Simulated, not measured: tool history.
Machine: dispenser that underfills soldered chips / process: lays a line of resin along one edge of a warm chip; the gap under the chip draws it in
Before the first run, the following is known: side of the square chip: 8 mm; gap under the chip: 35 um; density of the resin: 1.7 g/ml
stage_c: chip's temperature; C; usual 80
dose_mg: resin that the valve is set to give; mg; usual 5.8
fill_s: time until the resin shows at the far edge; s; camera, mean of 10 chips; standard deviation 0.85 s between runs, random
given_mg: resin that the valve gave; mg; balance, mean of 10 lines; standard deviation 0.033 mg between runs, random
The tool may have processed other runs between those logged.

| run | hour | stage_c | dose_mg | fill_s | given_mg |
|---|---|---|---|---|---|
| 1 | 0 | 80 | 5.8 | 103.4 | 5.67 |
|  | 4.7 | new syringe of resin |
| 2 | 9.9 | 80 | 5.8 | 106.6 | 5.65 |
|  | 14.1 | new syringe of resin |
| 3 | 21.5 | 80 | 5.8 | 120.9 | 5.56 |
|  | 23.1 | new syringe of resin |
| 4 | 29.7 | 80 | 5.8 | 112.6 | 5.55 |
|  | 32.2 | new syringe of resin |
|  | 36.7 | dispensing valve cleaned and set on the balance |
| 5 | 39.4 | 80 | 5.8 | 112.7 | 5.82 |
|  | 42.5 | new syringe of resin |
| 6 | 48 | 85 | 6.45 | 87 | 6.37 |
|  | 51.7 | new syringe of resin |
|  | 60.8 | new syringe of resin |
| 7 | 63.5 | 77 | 6.08 | 108.4 | 5.99 |
|  | 70 | new syringe of resin |
| 8 | 75.4 | 68 | 6.58 | 182.7 | 6.39 |
|  | 79.3 | new syringe of resin |
| 9 | 84.8 | 76 | 6.75 | 128.4 | 6.56 |

Run 10, settings as shown, results not yet in. Your forecast:
|  | 88.2 | new syringe of resin |
|  | 98.1 | new syringe of resin |
| 10 | 98.7 | 79 | 6.55 | ? | ? |

Run 10 gave fill_s 90 s, given_mg 6.39 mg.
If the tool had no hidden condition, the same run with the same run-to-run variation would have returned fill_s 82.1 s, given_mg 6.58 mg.
